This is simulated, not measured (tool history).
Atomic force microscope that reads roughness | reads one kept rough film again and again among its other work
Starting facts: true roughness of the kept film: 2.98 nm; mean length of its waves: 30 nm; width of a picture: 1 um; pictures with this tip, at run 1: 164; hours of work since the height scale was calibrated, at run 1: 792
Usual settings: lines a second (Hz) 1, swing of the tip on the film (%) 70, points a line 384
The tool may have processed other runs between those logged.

run   hour  lines a second (Hz)  swing of the tip on the film (%)  points a line  pictures with this tip  hours of work since the height scale was calibrated  roughness of the kept film (nm (root mean square))
  1      0                    1                                70            384                     164                                                  792                                               2.053
  2     30                    1                                70            384                     193                                                  808                                               1.989
  3   57.5                    1                                70            384                     219                                                  823                                               1.913
  4   82.6                    1                                70            384                     243                                                  836                                               1.865
  5  100.7                    1                                70            384                     260                                                  845                                               1.833
     102.8  -- new tip fitted
  6  128.6                    1                                70            384                      25                                                  860                                               2.429
  7  148.4                    1                                55            384                      43                                                  870                                               2.402
  8  171.3                    1                                70            384                      65                                                  882                                               2.322
     174.9  -- height scale calibrated on a step standard
  9  189.3                  1.1                                67            542                      82                                                    8                                               2.275
 10  212.5                 1.55                                57            598                     104                                                   20                                               2.211
 11  241.8                    1                                64            371                     132                                                   35                                               2.126
 12  273.7                    1                                64            371                     162                                                   52                                               2.051
 13  289.2                    1                                61            782                     177                                                   60                                               2.057
 14    319                    1                                61            782                     206                                                   76                                               1.977
 15  352.4                 0.67                                70            585                     238                                                   93                                               1.917
 16  370.3                 1.46                                75            343                     255                                                  103                                               1.827

Each row is a separate what-if for the run after 16, all from the same tool condition, not one after another. Results?
       380  -- new tip fitted
  A  387.3                 0.59                                75            343                       7                                                  112                                                   ?
       380  -- new tip fitted
  B  387.3                 1.46                                65            573                       7                                                  112                                                   ?
       380  -- new tip fitted
  C  387.3                 1.46                                86            548                       7                                                  112                                                   ?
       380  -- new tip fitted
  D  387.3                    1                                89            384                       7                                                  112                                                   ?

run  roughness of the kept film (nm (root mean square))
  A                                               2.517
  B                                               2.508
  C                                               2.418
  D                                               2.445
Without the tool's unlogged condition, the same runs would have read:
run  roughness of the kept film (nm (root mean square))
  A                                               2.574
  B                                               2.564
  C                                               2.472
  D                                                 2.5

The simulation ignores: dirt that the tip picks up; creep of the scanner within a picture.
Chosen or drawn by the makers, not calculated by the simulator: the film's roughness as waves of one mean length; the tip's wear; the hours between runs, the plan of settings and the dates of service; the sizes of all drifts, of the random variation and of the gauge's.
